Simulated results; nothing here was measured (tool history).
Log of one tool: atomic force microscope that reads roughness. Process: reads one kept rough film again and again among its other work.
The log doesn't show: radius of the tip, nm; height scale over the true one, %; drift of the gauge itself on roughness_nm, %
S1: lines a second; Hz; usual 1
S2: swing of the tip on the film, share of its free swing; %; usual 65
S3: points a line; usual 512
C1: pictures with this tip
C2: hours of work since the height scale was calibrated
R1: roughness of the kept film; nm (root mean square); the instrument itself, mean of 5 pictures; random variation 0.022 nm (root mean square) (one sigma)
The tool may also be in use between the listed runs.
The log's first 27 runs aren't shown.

run    hour    S1  S2   S3   C1    C2     R1
     1135.3  -- new tip fitted
 28  1145.3  0.54  62  465   14   871  5.301
 29  1190.6  0.54  63  465   78   890  5.113
 30    1219  1.08  66  775  118   902  4.928
 31  1245.8  1.08  66  775  156   913  4.862
     1270.7  -- new tip fitted
 32  1271.6  2.73  57  272    1   923  5.232
 33  1308.2  2.73  57  272   53   939    5.1
 34  1364.8  2.73  57  272  133   962  4.845
 35  1390.2     1  65  390  168   973  4.818
     1408.7  -- new tip fitted
 36  1450.3     1  85  390   58   997  4.972
 37  1490.2  0.96  65  694  115  1014  5.011
 38  1522.9  1.63  65  784  161  1027  4.806
     1542.9  -- new tip fitted
 39  1569.1  1.63  65  784   37  1046  5.185

Forecast each of these 5 alternatives for the next run:
  A  1622.5     1  65  258  112  1068   ?
  B  1622.5  1.02  72  548  112  1068   ?
  C  1622.5   3.4  66  495  112  1068   ?
  D  1622.5     1  65  448  112  1068   ?
  E  1622.5  1.24  69  290  112  1068   ?

run     R1
  A  5.007
  B  4.933
  C  4.791
  D  4.986
  E  4.934
Without the tool's hidden state the same runs would have given:
run     R1
  A  5.402
  B  5.323
  C  5.168
  D  5.379
  E  5.323
